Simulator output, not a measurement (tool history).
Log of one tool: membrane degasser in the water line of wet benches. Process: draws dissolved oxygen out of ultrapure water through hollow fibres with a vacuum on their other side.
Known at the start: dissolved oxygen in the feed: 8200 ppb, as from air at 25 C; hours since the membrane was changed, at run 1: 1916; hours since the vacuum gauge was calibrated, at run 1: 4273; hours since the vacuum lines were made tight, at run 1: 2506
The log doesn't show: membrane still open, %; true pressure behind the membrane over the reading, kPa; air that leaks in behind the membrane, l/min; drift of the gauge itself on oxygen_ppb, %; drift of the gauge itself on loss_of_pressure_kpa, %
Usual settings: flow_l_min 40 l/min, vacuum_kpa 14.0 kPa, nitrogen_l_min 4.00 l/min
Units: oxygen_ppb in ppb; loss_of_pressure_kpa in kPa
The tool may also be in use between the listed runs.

| run | hour | flow_l_min | vacuum_kpa | nitrogen_l_min | hours since the membrane was changed | hours since the vacuum gauge was calibrated | hours since the vacuum lines were made tight | oxygen_ppb | loss_of_pressure_kpa |
|---|---|---|---|---|---|---|---|---|---|
| 1 | 0.0 | 40 | 14.0 | 4.00 | 1916 | 4273 | 2506 | 257.0 | 43.72 |
| 2 | 48.5 | 40 | 14.0 | 4.00 | 1965 | 4322 | 2554 | 258.5 | 43.70 |
| 3 | 85.1 | 40 | 14.0 | 4.00 | 2001 | 4358 | 2591 | 263.4 | 43.86 |
| 4 | 109.7 | 27 | 14.0 | 4.00 | 2026 | 4383 | 2615 | 175.6 | 30.02 |
| 5 | 149.8 | 27 | 14.0 | 4.00 | 2066 | 4423 | 2655 | 180.4 | 29.76 |
| 6 | 174.1 | 27 | 14.0 | 4.00 | 2090 | 4447 | 2680 | 177.6 | 29.49 |
| 7 | 209.5 | 27 | 14.0 | 4.00 | 2126 | 4483 | 2715 | 180.3 | 29.76 |
| 8 | 242.0 | 27 | 14.0 | 4.00 | 2158 | 4515 | 2748 | 181.2 | 29.59 |
| 9 | 276.9 | 27 | 14.0 | 4.00 | 2193 | 4550 | 2783 | 178.4 | 29.53 |
| 10 | 300.4 | 27 | 27.7 | 4.00 | 2217 | 4574 | 2806 | 395.4 | 29.46 |
| 11 | 322.5 | 27 | 27.7 | 4.00 | 2239 | 4596 | 2828 | 397.4 | 29.09 |
| 12 | 358.4 | 40 | 14.0 | 1.66 | 2275 | 4632 | 2864 | 557.8 | 43.74 |
| 13 | 383.7 | 54 | 8.8 | 4.00 | 2300 | 4657 | 2889 | 207.5 | 59.10 |
| 14 | 416.7 | 63 | 11.1 | 8.19 | 2333 | 4690 | 2922 | 192.0 | 68.97 |
| 15 | 439.6 | 40 | 12.8 | 4.00 | 2356 | 4713 | 2945 | 236.3 | 44.12 |
| 16 | 466.4 | 40 | 12.8 | 4.00 | 2383 | 4740 | 2972 | 235.9 | 43.52 |
| 17 | 506.5 | 45 | 16.3 | 8.10 | 2423 | 4780 | 3012 | 188.7 | 49.25 |
| 18 | 547.4 | 49 | 11.8 | 4.95 | 2464 | 4821 | 3053 | 212.7 | 54.22 |
| 19 | 585.0 | 25 | 11.9 | 2.61 | 2501 | 4858 | 3091 | 202.3 | 27.47 |
| 20 | 633.5 | 50 | 14.0 | 6.43 | 2550 | 4907 | 3139 | 220.4 | 54.77 |
| 21 | 655.9 | 50 | 14.0 | 6.43 | 2572 | 4929 | 3161 | 222.9 | 54.64 |

Some steps in oxygen_ppb between neighbouring runs. How much of each would the tool show without its hidden state too (settings, what came in, random variation), and how much is left for the hidden state, with any gauge scatter that isn't in both results?
Run 9 -> 10: vacuum_kpa 14.0 -> 27.7. oxygen_ppb +217.0 ppb: hidden state +0.5, all else +216.5.
Run 11 -> 12: flow_l_min 27 -> 40, vacuum_kpa 27.7 -> 14.0, nitrogen_l_min 4.00 -> 1.66. oxygen_ppb +160.4 ppb: hidden state +10.8, all else +149.6.
Run 12 -> 13: flow_l_min 40 -> 54, vacuum_kpa 14.0 -> 8.8, nitrogen_l_min 1.66 -> 4.00. oxygen_ppb -350.3 ppb: hidden state -4.4, all else -345.9.
